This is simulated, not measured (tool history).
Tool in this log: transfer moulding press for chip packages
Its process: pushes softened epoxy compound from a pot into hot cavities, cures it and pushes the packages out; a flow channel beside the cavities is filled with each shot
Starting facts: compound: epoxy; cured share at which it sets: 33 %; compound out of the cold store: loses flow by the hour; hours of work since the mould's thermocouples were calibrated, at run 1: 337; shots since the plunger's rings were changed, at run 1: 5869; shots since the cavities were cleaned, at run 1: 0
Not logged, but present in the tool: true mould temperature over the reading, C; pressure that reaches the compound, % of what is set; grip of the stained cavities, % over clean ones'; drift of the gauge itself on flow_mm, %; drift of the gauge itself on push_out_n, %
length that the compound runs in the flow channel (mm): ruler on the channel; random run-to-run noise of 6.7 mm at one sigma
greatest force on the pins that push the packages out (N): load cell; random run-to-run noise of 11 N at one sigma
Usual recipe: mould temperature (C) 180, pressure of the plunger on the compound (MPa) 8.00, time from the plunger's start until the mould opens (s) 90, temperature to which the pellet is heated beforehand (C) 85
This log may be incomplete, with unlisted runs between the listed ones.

| run | hour | mould temperature (C) | pressure of the plunger on the compound (MPa) | time from the plunger's start until the mould opens (s) | temperature to which the pellet is heated beforehand (C) | hours of work since the mould's thermocouples were calibrated | shots since the plunger's rings were changed | shots since the cavities were cleaned | incoming compound's hours out of the cold store | length that the compound runs in the flow channel (mm) | greatest force on the pins that push the packages out (N) |
|---|---|---|---|---|---|---|---|---|---|---|---|
| 1 | 0.0 | 180 | 8.00 | 90 | 85 | 337 | 5869 | 0 | 45.8 | 675 | 492 |
| 2 | 32.5 | 180 | 6.59 | 90 | 85 | 358 | 6267 | 398 | 37.2 | 615 | 526 |
|  | 42.8 | plunger's sealing rings changed |
|  | 76.0 | cavities cleaned with cleaning compound and waxed |
| 3 | 87.6 | 180 | 6.59 | 90 | 85 | 390 | 529 | 142 | 11.7 | 678 | 546 |
| 4 | 137.7 | 180 | 8.00 | 90 | 85 | 422 | 1142 | 755 | 10.0 | 742 | 532 |
|  | 149.4 | cavities cleaned with cleaning compound and waxed |
| 5 | 184.5 | 185 | 8.00 | 90 | 85 | 451 | 1696 | 429 | 30.8 | 690 | 422 |
|  | 223.7 | mould's thermocouples calibrated |
|  | 225.2 | cavities cleaned with cleaning compound and waxed |
| 6 | 231.2 | 185 | 8.00 | 90 | 85 | 4 | 2226 | 74 | 44.4 | 661 | 424 |
| 7 | 262.8 | 185 | 8.00 | 90 | 85 | 24 | 2613 | 461 | 34.6 | 675 | 426 |
|  | 297.6 | cavities cleaned with cleaning compound and waxed |
| 8 | 298.8 | 180 | 8.00 | 90 | 85 | 46 | 3035 | 15 | 48.0 | 661 | 506 |
| 9 | 334.8 | 180 | 8.00 | 90 | 85 | 69 | 3475 | 455 | 25.4 | 718 | 534 |
| 10 | 364.3 | 180 | 8.00 | 90 | 85 | 87 | 3837 | 817 | 34.5 | 695 | 524 |
|  | 370.4 | cavities cleaned with cleaning compound and waxed |
| 11 | 417.5 | 180 | 8.00 | 90 | 85 | 120 | 4469 | 576 | 19.7 | 715 | 527 |
|  | 443.5 | cavities cleaned with cleaning compound and waxed |
| 12 | 469.4 | 180 | 8.27 | 77 | 88 | 152 | 5086 | 317 | 39.8 | 691 | 723 |
| 13 | 505.5 | 180 | 8.27 | 77 | 88 | 175 | 5527 | 758 | 32.1 | 707 | 747 |
|  | 516.1 | cavities cleaned with cleaning compound and waxed |
| 14 | 547.6 | 180 | 8.27 | 77 | 88 | 201 | 6025 | 386 | 33.7 | 700 | 749 |
|  | 575.1 | plunger's sealing rings changed |
|  | 592.1 | cavities cleaned with cleaning compound and waxed |
| 15 | 593.1 | 180 | 9.67 | 90 | 85 | 227 | 201 | 12 | 40.5 | 747 | 514 |
| 16 | 619.9 | 174 | 8.79 | 90 | 85 | 244 | 530 | 341 | 21.7 | 778 | 804 |
| 17 | 642.9 | 174 | 8.79 | 90 | 85 | 259 | 811 | 622 | 44.3 | 734 | 786 |
|  | 665.8 | cavities cleaned with cleaning compound and waxed |
| 18 | 678.0 | 176 | 9.37 | 90 | 85 | 280 | 1223 | 150 | 20.8 | 803 | 702 |
| 19 | 721.0 | 180 | 7.54 | 109 | 85 | 307 | 1749 | 676 | 27.6 | 689 | 421 |

What if the next run were any one of these 3? Each begins from the tool's condition after run 19:
|  | 740.0 | cavities cleaned with cleaning compound and waxed |
| A | 744.4 | 173 | 8.00 | 90 | 85 | 321 | 2017 | 54 | 39.6 | ? | ? |
|  | 740.0 | cavities cleaned with cleaning compound and waxed |
| B | 744.4 | 188 | 8.79 | 109 | 90 | 321 | 2017 | 54 | 39.6 | ? | ? |
|  | 740.0 | cavities cleaned with cleaning compound and waxed |
| C | 744.4 | 180 | 7.55 | 90 | 85 | 321 | 2017 | 54 | 26.3 | ? | ? |

| run | length that the compound runs in the flow channel (mm) | greatest force on the pins that push the packages out (N) |
|---|---|---|
| A | 704 | 846 |
| B | 685 | 401 |
| C | 688 | 514 |
Had the tool no hidden state, the same runs would have come out as:
| run | length that the compound runs in the flow channel (mm) | greatest force on the pins that push the packages out (N) |
|---|---|---|
| A | 704 | 846 |
| B | 686 | 400 |
| C | 688 | 514 |
